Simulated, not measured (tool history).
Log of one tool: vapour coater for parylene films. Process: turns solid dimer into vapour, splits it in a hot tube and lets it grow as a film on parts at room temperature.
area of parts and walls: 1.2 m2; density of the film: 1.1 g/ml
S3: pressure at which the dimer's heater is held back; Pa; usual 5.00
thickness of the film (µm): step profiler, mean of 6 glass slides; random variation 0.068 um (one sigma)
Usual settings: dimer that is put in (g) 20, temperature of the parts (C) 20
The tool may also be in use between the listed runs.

{"run": 1, "hour": 0.0, "dimer that is put in (g)": 20, "temperature of the parts (C)": 20, "S3": 5.0, "thickness of the film (µm)": 8.05}
{"run": 2, "hour": 27.3, "dimer that is put in (g)": 20, "temperature of the parts (C)": 20, "S3": 5.0, "thickness of the film (µm)": 7.89}
{"run": 3, "hour": 49.8, "dimer that is put in (g)": 20, "temperature of the parts (C)": 20, "S3": 5.0, "thickness of the film (µm)": 8.0}
{"run": 4, "hour": 85.6, "dimer that is put in (g)": 20, "temperature of the parts (C)": 20, "S3": 5.0, "thickness of the film (µm)": 7.82}
{"run": 5, "hour": 135.5, "dimer that is put in (g)": 23, "temperature of the parts (C)": 20, "S3": 5.0, "thickness of the film (µm)": 9.1}
{"run": 6, "hour": 183.6, "dimer that is put in (g)": 23, "temperature of the parts (C)": 20, "S3": 5.0, "thickness of the film (µm)": 9.06}
{"run": 7, "hour": 205.9, "dimer that is put in (g)": 23, "temperature of the parts (C)": 20, "S3": 5.0, "thickness of the film (µm)": 8.9}
{"run": 8, "hour": 240.7, "dimer that is put in (g)": 23, "temperature of the parts (C)": 20, "S3": 5.0, "thickness of the film (µm)": 9.01}
{"run": 9, "hour": 270.5, "dimer that is put in (g)": 20, "temperature of the parts (C)": 20, "S3": 5.0, "thickness of the film (µm)": 7.75}
{"run": 10, "hour": 312.7, "dimer that is put in (g)": 20, "temperature of the parts (C)": 12, "S3": 5.0, "thickness of the film (µm)": 9.06}
{"run": 11, "hour": 337.3, "dimer that is put in (g)": 11, "temperature of the parts (C)": 20, "S3": 5.0, "thickness of the film (µm)": 4.2}
{"run": 12, "hour": 359.9, "dimer that is put in (g)": 11, "temperature of the parts (C)": 20, "S3": 5.0, "thickness of the film (µm)": 4.16}
{"run": 13, "hour": 408.2, "dimer that is put in (g)": 11, "temperature of the parts (C)": 20, "S3": 5.0, "thickness of the film (µm)": 4.07}
{"run": 14, "hour": 451.9, "dimer that is put in (g)": 20, "temperature of the parts (C)": 20, "S3": 5.0, "thickness of the film (µm)": 7.36}
{"run": 15, "hour": 502.5, "dimer that is put in (g)": 20, "temperature of the parts (C)": 20, "S3": 5.0, "thickness of the film (µm)": 7.41}
{"run": 16, "hour": 551.3, "dimer that is put in (g)": 20, "temperature of the parts (C)": 24, "S3": 5.0, "thickness of the film (µm)": 6.63}
{"run": 17, "hour": 579.9, "dimer that is put in (g)": 20, "temperature of the parts (C)": 24, "S3": 11.84, "thickness of the film (µm)": 6.25}
{"run": 18, "hour": 605.9, "dimer that is put in (g)": 20, "temperature of the parts (C)": 24, "S3": 11.84, "thickness of the film (µm)": 6.22}
{"hour": 622.8, "done": "trap's valve overhauled"}
{"run": 19, "hour": 651.3, "dimer that is put in (g)": 20, "temperature of the parts (C)": 24, "S3": 11.84, "thickness of the film (µm)": 6.79}
{"run": 20, "hour": 686.5, "dimer that is put in (g)": 20, "temperature of the parts (C)": 24, "S3": 11.84, "thickness of the film (µm)": 6.78}
{"run": 21, "hour": 727.3, "dimer that is put in (g)": 20, "temperature of the parts (C)": 20, "S3": 5.0, "thickness of the film (µm)": 7.83}
{"run": 22, "hour": 752.4, "dimer that is put in (g)": 20, "temperature of the parts (C)": 20, "S3": 2.85, "thickness of the film (µm)": 8.09}
{"run": 23, "hour": 803.1, "dimer that is put in (g)": 20, "temperature of the parts (C)": 20, "S3": 2.85, "thickness of the film (µm)": 7.84}
{"run": 24, "hour": 841.4, "dimer that is put in (g)": 19, "temperature of the parts (C)": 16, "S3": 3.49, "thickness of the film (µm)": 8.14}
{"run": 25, "hour": 869.3, "dimer that is put in (g)": 27, "temperature of the parts (C)": 20, "S3": 3.3, "thickness of the film (µm)": 10.5}
{"run": 26, "hour": 900.5, "dimer that is put in (g)": 19, "temperature of the parts (C)": 20, "S3": 3.3, "thickness of the film (µm)": 7.35}
{"run": 27, "hour": 938.2, "dimer that is put in (g)": 19, "temperature of the parts (C)": 20, "S3": 3.3, "thickness of the film (µm)": 7.2}
{"run": 28, "hour": 983.7, "dimer that is put in (g)": 19, "temperature of the parts (C)": 16, "S3": 2.95, "thickness of the film (µm)": 7.72}
{"run": 29, "hour": 1011.8, "dimer that is put in (g)": 19, "temperature of the parts (C)": 16, "S3": 2.95, "thickness of the film (µm)": 7.86}
{"run": 30, "hour": 1034.5, "dimer that is put in (g)": 27, "temperature of the parts (C)": 30, "S3": 8.88, "thickness of the film (µm)": 7.68}
{"run": 31, "hour": 1080.7, "dimer that is put in (g)": 12, "temperature of the parts (C)": 30, "S3": 8.88, "thickness of the film (µm)": 3.33}
{"run": 32, "hour": 1127.4, "dimer that is put in (g)": 20, "temperature of the parts (C)": 17, "S3": 11.27, "thickness of the film (µm)": 7.23}
{"run": 33, "hour": 1166.3, "dimer that is put in (g)": 29, "temperature of the parts (C)": 20, "S3": 10.73, "thickness of the film (µm)": 9.66}
{"run": 34, "hour": 1209.4, "dimer that is put in (g)": 9, "temperature of the parts (C)": 20, "S3": 3.95, "thickness of the film (µm)": 3.18}
{"hour": 1245.5, "done": "trap's valve overhauled"}
{"run": 35, "hour": 1261.9, "dimer that is put in (g)": 10, "temperature of the parts (C)": 15, "S3": 5.0, "thickness of the film (µm)": 4.38}
{"run": 36, "hour": 1294.4, "dimer that is put in (g)": 13, "temperature of the parts (C)": 24, "S3": 2.84, "thickness of the film (µm)": 4.82}
{"run": 37, "hour": 1321.0, "dimer that is put in (g)": 25, "temperature of the parts (C)": 28, "S3": 6.71, "thickness of the film (µm)": 8.1}
{"run": 38, "hour": 1361.3, "dimer that is put in (g)": 29, "temperature of the parts (C)": 20, "S3": 5.41, "thickness of the film (µm)": 11.12}
{"run": 39, "hour": 1389.1, "dimer that is put in (g)": 27, "temperature of the parts (C)": 27, "S3": 5.0, "thickness of the film (µm)": 8.85}
{"hour": 1418.6, "done": "table's thermometer calibrated"}
{"run": 40, "hour": 1425.0, "dimer that is put in (g)": 27, "temperature of the parts (C)": 27, "S3": 5.0, "thickness of the film (µm)": 9.21}
{"run": 41, "hour": 1448.1, "dimer that is put in (g)": 14, "temperature of the parts (C)": 23, "S3": 5.42, "thickness of the film (µm)": 5.12}
{"run": 42, "hour": 1489.9, "dimer that is put in (g)": 14, "temperature of the parts (C)": 23, "S3": 5.42, "thickness of the film (µm)": 5.09}
{"run": 43, "hour": 1532.5, "dimer that is put in (g)": 14, "temperature of the parts (C)": 23, "S3": 5.42, "thickness of the film (µm)": 4.99}
{"run": 44, "hour": 1559.8, "dimer that is put in (g)": 14, "temperature of the parts (C)": 18, "S3": 5.42, "thickness of the film (µm)": 5.49}
{"run": 45, "hour": 1589.4, "dimer that is put in (g)": 10, "temperature of the parts (C)": 12, "S3": 2.1, "thickness of the film (µm)": 4.81}
{"run": 46, "hour": 1623.0, "dimer that is put in (g)": 14, "temperature of the parts (C)": 19, "S3": 4.42, "thickness of the film (µm)": 5.51}

Some steps in thickness of the film (µm) between neighbouring runs. How much of each would the tool show without its hidden state too (settings, what came in, random variation), and how much is left for the hidden state, with any gauge scatter that isn't in both results?
The hidden state here: vapour lost through the trap's worn valve, %; true temperature of the parts over the reading, C; drift of the gauge itself on film_um, %.
Run 10 -> 11: dimer that is put in (g) 20 -> 11, temperature of the parts (C) 12 -> 20. thickness of the film (µm) -4.86: hidden state +0.30, all else -5.16.
Run 18 -> 19: trap's valve overhauled. thickness of the film (µm) +0.57: hidden state +0.67, all else -0.10.
Run 30 -> 31: dimer that is put in (g) 27 -> 12. thickness of the film (µm) -4.35: hidden state +0.45, all else -4.80.
Run 31 -> 32: dimer that is put in (g) 12 -> 20, temperature of the parts (C) 30 -> 17, S3 8.88 -> 11.27. thickness of the film (µm) +3.90: hidden state -0.57, all else +4.47.
Run 33 -> 34: dimer that is put in (g) 29 -> 9, S3 10.73 -> 3.95. thickness of the film (µm) -6.48: hidden state +0.90, all else -7.38.

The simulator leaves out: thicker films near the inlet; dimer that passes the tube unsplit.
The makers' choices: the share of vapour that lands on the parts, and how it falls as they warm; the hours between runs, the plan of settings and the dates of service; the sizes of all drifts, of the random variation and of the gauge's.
